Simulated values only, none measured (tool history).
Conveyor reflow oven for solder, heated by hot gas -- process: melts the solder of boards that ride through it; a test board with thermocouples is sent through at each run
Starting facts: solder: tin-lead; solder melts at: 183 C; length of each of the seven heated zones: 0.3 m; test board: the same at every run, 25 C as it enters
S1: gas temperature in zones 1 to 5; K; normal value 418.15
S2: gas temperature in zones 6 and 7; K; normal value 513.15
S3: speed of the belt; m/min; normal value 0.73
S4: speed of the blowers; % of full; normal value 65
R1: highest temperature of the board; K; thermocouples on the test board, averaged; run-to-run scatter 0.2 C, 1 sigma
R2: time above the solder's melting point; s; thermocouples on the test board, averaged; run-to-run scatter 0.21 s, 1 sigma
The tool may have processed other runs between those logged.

run 1 hour=0 | S1=418.15 S2=513.15 S3=0.73 S4=65 | R1=495.85 R2=41.3
run 2 hour=56.2 | S1=418.15 S2=513.15 S3=0.73 S4=65 | R1=495.85 R2=41.2
run 3 hour=115 | S1=418.15 S2=513.15 S3=0.73 S4=65 | R1=495.75 R2=41.4
run 4 hour=148.3 | S1=418.15 S2=513.15 S3=0.73 S4=65 | R1=495.85 R2=41.3
run 5 hour=226.7 | S1=418.15 S2=513.15 S3=0.73 S4=65 | R1=495.95 R2=41.5
run 6 hour=305 | S1=418.15 S2=513.15 S3=0.73 S4=65 | R1=495.75 R2=41.7
-- hour=338.3 flux residue cleaned out of gas plates and filters
run 7 hour=377.4 | S1=418.15 S2=513.15 S3=0.73 S4=51 | R1=494.05 R2=40.3
run 8 hour=435.7 | S1=418.15 S2=513.15 S3=0.73 S4=65 | R1=497.25 R2=41.9
run 9 hour=471.7 | S1=418.15 S2=513.15 S3=0.73 S4=65 | R1=496.85 R2=42.5
run 10 hour=548.8 | S1=418.15 S2=513.15 S3=0.73 S4=65 | R1=497.15 R2=42.5
run 11 hour=592.3 | S1=418.15 S2=513.15 S3=0.73 S4=65 | R1=496.75 R2=42.2
run 12 hour=641.3 | S1=418.15 S2=513.15 S3=0.73 S4=81 | R1=499.75 R2=43.6
run 13 hour=709.3 | S1=418.15 S2=513.15 S3=0.73 S4=81 | R1=499.85 R2=43.1
run 14 hour=775.1 | S1=418.15 S2=513.15 S3=0.73 S4=81 | R1=499.65 R2=43.6
run 15 hour=840.3 | S1=418.15 S2=505.15 S3=0.73 S4=65 | R1=489.95 R2=39.3
run 16 hour=908.4 | S1=418.15 S2=505.15 S3=0.73 S4=59 | R1=488.55 R2=38.1
run 17 hour=942.8 | S1=418.15 S2=505.15 S3=0.73 S4=59 | R1=488.55 R2=38.2
run 18 hour=990.6 | S1=428.15 S2=526.15 S3=0.7 S4=74 | R1=512.35 R2=52.3
-- hour=1005.7 flux residue cleaned out of gas plates and filters
run 19 hour=1071.6 | S1=428.15 S2=510.15 S3=0.861 S4=74 | R1=493.65 R2=36.8
run 20 hour=1106.5 | S1=418.15 S2=513.15 S3=0.73 S4=81 | R1=500.65 R2=43.7
-- hour=1141.4 thermocouples of zones 6 and 7 changed
run 21 hour=1173.2 | S1=418.15 S2=513.15 S3=0.73 S4=81 | R1=498.55 R2=43.5
run 22 hour=1207.4 | S1=406.15 S2=520.15 S3=0.73 S4=61 | R1=498.95 R2=40.6
run 23 hour=1258.7 | S1=406.15 S2=520.15 S3=0.73 S4=61 | R1=499.15 R2=40.6
run 24 hour=1296.5 | S1=418.15 S2=513.15 S3=0.632 S4=62 | R1=500.55 R2=50.6
run 25 hour=1364.1 | S1=418.15 S2=513.15 S3=0.632 S4=62 | R1=499.85 R2=50.7

Predict each of these 3 candidate next runs independently; none follows another, all start after run 25:
-- hour=1405.6 belt drive overhauled, speed set with a stopwatch
run A hour=1405.6 | S1=430.15 S2=526.15 S3=0.73 S4=65 | R1=? R2=?
-- hour=1405.6 belt drive overhauled, speed set with a stopwatch
run B hour=1405.6 | S1=418.15 S2=513.15 S3=0.838 S4=69 | R1=? R2=?
-- hour=1405.6 belt drive overhauled, speed set with a stopwatch
run C hour=1405.6 | S1=409.15 S2=519.15 S3=0.839 S4=62 | R1=? R2=?

run=A R1=508.55 R2=48.9
run=B R1=491.45 R2=33.1
run=C R1=492.25 R2=31.7
The same runs, with their run-to-run variation unchanged, on a tool lacking any hidden condition would have given:
run=A R1=508.85 R2=48.8
run=B R1=491.85 R2=33.3
run=C R1=492.85 R2=32
